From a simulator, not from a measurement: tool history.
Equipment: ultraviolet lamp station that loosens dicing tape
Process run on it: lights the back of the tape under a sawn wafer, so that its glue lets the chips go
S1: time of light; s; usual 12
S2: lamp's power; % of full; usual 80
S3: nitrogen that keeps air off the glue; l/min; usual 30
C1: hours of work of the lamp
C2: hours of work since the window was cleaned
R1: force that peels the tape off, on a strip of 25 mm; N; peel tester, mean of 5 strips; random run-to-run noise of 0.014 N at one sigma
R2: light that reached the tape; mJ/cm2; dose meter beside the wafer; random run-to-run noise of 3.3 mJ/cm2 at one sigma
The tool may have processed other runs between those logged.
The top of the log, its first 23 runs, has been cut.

{"run": 24, "hour": 380.1, "S1": 12, "S2": 68, "S3": 15, "C1": 487, "C2": 129, "R1": 1.802, "R2": 373}
{"run": 25, "hour": 394.6, "S1": 12, "S2": 88, "S3": 44, "C1": 494, "C2": 136, "R1": 0.67, "R2": 480}
{"run": 26, "hour": 409.5, "S1": 12, "S2": 88, "S3": 44, "C1": 500, "C2": 142, "R1": 0.679, "R2": 480}
{"run": 27, "hour": 425.1, "S1": 8, "S2": 68, "S3": 30, "C1": 507, "C2": 149, "R1": 2.425, "R2": 247}
{"run": 28, "hour": 443.6, "S1": 8, "S2": 82, "S3": 30, "C1": 516, "C2": 157, "R1": 1.856, "R2": 296}
{"run": 29, "hour": 454.6, "S1": 9, "S2": 82, "S3": 18, "C1": 520, "C2": 162, "R1": 1.915, "R2": 329}
{"run": 30, "hour": 468.5, "S1": 9, "S2": 82, "S3": 18, "C1": 527, "C2": 169, "R1": 1.967, "R2": 332}
{"run": 31, "hour": 477.8, "S1": 9, "S2": 67, "S3": 46, "C1": 531, "C2": 173, "R1": 1.956, "R2": 266}
{"run": 32, "hour": 500.5, "S1": 7, "S2": 80, "S3": 30, "C1": 541, "C2": 183, "R1": 2.32, "R2": 247}
{"run": 33, "hour": 519.0, "S1": 7, "S2": 80, "S3": 16, "C1": 549, "C2": 191, "R1": 2.902, "R2": 245}
{"run": 34, "hour": 530.3, "S1": 7, "S2": 80, "S3": 16, "C1": 554, "C2": 196, "R1": 2.942, "R2": 246}
{"run": 35, "hour": 543.8, "S1": 18, "S2": 68, "S3": 57, "C1": 560, "C2": 202, "R1": 0.472, "R2": 527}
{"run": 36, "hour": 554.3, "S1": 12, "S2": 84, "S3": 51, "C1": 564, "C2": 206, "R1": 0.772, "R2": 435}
{"run": 37, "hour": 571.4, "S1": 12, "S2": 84, "S3": 51, "C1": 572, "C2": 214, "R1": 0.764, "R2": 440}
{"run": 38, "hour": 584.8, "S1": 20, "S2": 72, "S3": 51, "C1": 578, "C2": 220, "R1": 0.335, "R2": 624}
{"run": 39, "hour": 607.7, "S1": 20, "S2": 72, "S3": 51, "C1": 588, "C2": 230, "R1": 0.353, "R2": 624}
{"run": 40, "hour": 617.2, "S1": 20, "S2": 72, "S3": 51, "C1": 592, "C2": 234, "R1": 0.352, "R2": 622}

Alternative continuations, all from the tool just after run 40; predict every row:
{"run": "A", "hour": 626.7, "S1": 11, "S2": 74, "S3": 9, "C1": 596, "C2": 238, "R1": "?", "R2": "?"}
{"run": "B", "hour": 626.7, "S1": 9, "S2": 66, "S3": 13, "C1": 596, "C2": 238, "R1": "?", "R2": "?"}
{"run": "C", "hour": 626.7, "S1": 12, "S2": 73, "S3": 24, "C1": 596, "C2": 238, "R1": "?", "R2": "?"}

run=A R1=2.367 R2=345
run=B R1=2.987 R2=253
run=C R1=1.411 R2=378
The same runs, with their run-to-run variation unchanged, on a tool lacking any hidden condition would have given:
run=A R1=1.716 R2=443
run=B R1=2.291 R2=325
run=C R1=0.902 R2=484

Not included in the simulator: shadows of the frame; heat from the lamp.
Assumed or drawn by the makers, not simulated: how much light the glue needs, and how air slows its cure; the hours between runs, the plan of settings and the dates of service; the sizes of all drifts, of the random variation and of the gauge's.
